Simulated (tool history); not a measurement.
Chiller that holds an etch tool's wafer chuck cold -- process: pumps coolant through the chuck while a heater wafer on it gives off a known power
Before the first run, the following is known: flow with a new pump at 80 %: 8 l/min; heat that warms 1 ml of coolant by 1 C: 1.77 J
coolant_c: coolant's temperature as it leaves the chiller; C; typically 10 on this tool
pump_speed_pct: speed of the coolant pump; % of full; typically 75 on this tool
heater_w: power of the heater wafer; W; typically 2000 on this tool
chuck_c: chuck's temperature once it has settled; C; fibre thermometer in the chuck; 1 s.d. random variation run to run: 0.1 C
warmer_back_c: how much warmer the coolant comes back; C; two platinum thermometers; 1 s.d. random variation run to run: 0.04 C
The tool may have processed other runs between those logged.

run,day,coolant_c,pump_speed_pct,heater_w,chuck_c,warmer_back_c
1,0,10,75,2000,38,9.42
2,5.604,10,75,1799,35.2,8.48
3,11.083,10,75,1799,35.3,8.43
4,15.838,10,75,1799,35.4,8.42
5,21.412,15,75,2000,43.4,9.39
6,24.258,15,75,2000,43.3,9.38
7,27.238,15,75,2000,43.2,9.43
8,30.654,15,75,2000,43.3,9.45
# day 35.067: chiller's thermometer calibrated
9,35.238,4,75,2000,32.2,9.37
10,37.854,4,75,2000,32.1,9.46
11,42.538,4,75,2000,32.3,9.48
12,47.988,4,80,2000,31.1,8.85
13,52.825,4,80,2000,31,8.86
14,57.062,4,80,2000,31.1,8.78
15,62.038,4,80,2000,31.3,8.88
16,67.208,4,80,2000,31.2,8.83
17,72.358,4,80,2000,31.4,8.85
18,75.942,10,80,1707,33.4,7.6
19,80.808,10,80,2494,44.2,11.04
20,85.762,4,75,2000,33,9.51
21,88.6,18,73,2000,47.7,9.73
22,91.558,18,73,2000,47.7,9.79
23,96.738,9,65,1595,35.3,8.79
24,101.792,9,87,1595,29.6,6.52
25,105.825,10,75,1130,26.7,5.47
26,109.204,7,92,1199,22.2,4.64
27,111.621,7,92,1199,22.1,4.56
28,115.692,7,92,1199,22.2,4.63
29,119.35,7,92,1199,22,4.64
30,122.229,7,61,1199,28,7.13
# day 124.029: chiller's thermometer calibrated
31,127.092,13,65,1737,41.5,9.65
32,132.362,13,65,1737,41.8,9.69

Each run again, without the hidden state but with its own random variation kept:
Hidden conditions of the tool in this case: heat passed by the chuck's channels, % of clean ones'; flow at a given pump speed, % of a new pump's; coolant's true temperature over the reading, C; drift of the gauge itself on chuck_c, C; drift of the gauge itself on warmer_back_c, C.
run,chuck_c,warmer_back_c
1,36.5,9.11
2,33.8,8.19
3,33.8,8.13
4,33.8,8.12
5,41.6,9.04
6,41.5,9.03
7,41.3,9.08
8,41.3,9.09
9,30.4,9
10,30.3,9.09
11,30.4,9.1
12,29.2,8.48
13,29,8.48
14,29.1,8.4
15,29.2,8.49
16,29,8.44
17,29.1,8.45
18,31.4,7.26
19,41.2,10.53
20,30.4,9.06
21,45,9.27
22,44.9,9.31
23,32.7,8.36
24,27.5,6.2
25,24.9,5.2
26,20.5,4.41
27,20.4,4.32
28,20.5,4.39
29,20.3,4.4
30,25.7,6.75
31,38.6,9.14
32,38.8,9.17

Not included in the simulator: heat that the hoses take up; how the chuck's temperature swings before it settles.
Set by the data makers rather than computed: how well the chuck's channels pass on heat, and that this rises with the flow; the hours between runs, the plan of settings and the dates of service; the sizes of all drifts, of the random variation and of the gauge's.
